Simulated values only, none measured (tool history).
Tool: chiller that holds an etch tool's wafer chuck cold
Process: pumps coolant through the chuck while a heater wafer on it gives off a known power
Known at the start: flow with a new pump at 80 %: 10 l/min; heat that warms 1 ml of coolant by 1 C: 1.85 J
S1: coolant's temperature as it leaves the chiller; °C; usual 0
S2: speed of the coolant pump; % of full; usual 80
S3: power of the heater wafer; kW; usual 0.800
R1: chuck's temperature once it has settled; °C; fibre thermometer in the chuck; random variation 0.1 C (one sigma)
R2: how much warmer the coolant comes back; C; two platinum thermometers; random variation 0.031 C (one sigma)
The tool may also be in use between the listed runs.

{"run": 1, "hour": 0.0, "S1": 0, "S2": 80, "S3": 0.8, "R1": 10.0, "R2": 2.54}
{"run": 2, "hour": 144.0, "S1": 0, "S2": 80, "S3": 0.8, "R1": 10.1, "R2": 2.62}
{"run": 3, "hour": 358.3, "S1": 2, "S2": 80, "S3": 0.8, "R1": 12.0, "R2": 2.58}
{"run": 4, "hour": 519.4, "S1": 2, "S2": 80, "S3": 0.8, "R1": 12.1, "R2": 2.57}
{"run": 5, "hour": 616.6, "S1": 0, "S2": 87, "S3": 0.8, "R1": 9.3, "R2": 2.34}
{"run": 6, "hour": 777.1, "S1": 0, "S2": 68, "S3": 0.8, "R1": 11.5, "R2": 3.08}
{"run": 7, "hour": 914.9, "S1": 0, "S2": 68, "S3": 0.8, "R1": 11.4, "R2": 3.06}
{"run": 8, "hour": 1040.7, "S1": 0, "S2": 68, "S3": 0.8, "R1": 11.3, "R2": 2.99}
{"run": 9, "hour": 1195.5, "S1": 0, "S2": 68, "S3": 0.8, "R1": 11.6, "R2": 3.05}
{"run": 10, "hour": 1333.4, "S1": 0, "S2": 68, "S3": 0.8, "R1": 11.6, "R2": 3.04}
{"run": 11, "hour": 1502.3, "S1": 0, "S2": 80, "S3": 0.658, "R1": 8.2, "R2": 2.03}
{"run": 12, "hour": 1654.5, "S1": 0, "S2": 80, "S3": 0.658, "R1": 8.1, "R2": 1.95}
{"hour": 1824.7, "done": "coolant changed, channels flushed"}
{"run": 13, "hour": 1841.6, "S1": 0, "S2": 80, "S3": 0.658, "R1": 8.2, "R2": 2.02}
{"run": 14, "hour": 1939.6, "S1": 0, "S2": 80, "S3": 0.658, "R1": 8.3, "R2": 1.99}
{"run": 15, "hour": 2119.5, "S1": -3, "S2": 80, "S3": 0.8, "R1": 7.0, "R2": 2.41}
{"run": 16, "hour": 2319.9, "S1": 4, "S2": 80, "S3": 0.8, "R1": 14.0, "R2": 2.42}
{"run": 17, "hour": 2414.0, "S1": -7, "S2": 96, "S3": 0.8, "R1": 1.6, "R2": 1.95}
{"run": 18, "hour": 2571.0, "S1": -7, "S2": 99, "S3": 0.8, "R1": 1.3, "R2": 1.83}
{"run": 19, "hour": 2671.6, "S1": -7, "S2": 99, "S3": 0.8, "R1": 1.4, "R2": 1.82}

The next listed run, before its measurement:
{"run": 20, "hour": 2781.0, "S1": 4, "S2": 68, "S3": 0.458, "R1": "?", "R2": "?"}

R1: 10.5 °C
R2: 1.55 C
Without the tool's hidden state the same run would have given R1 10.5 °C, R2 1.76 C.

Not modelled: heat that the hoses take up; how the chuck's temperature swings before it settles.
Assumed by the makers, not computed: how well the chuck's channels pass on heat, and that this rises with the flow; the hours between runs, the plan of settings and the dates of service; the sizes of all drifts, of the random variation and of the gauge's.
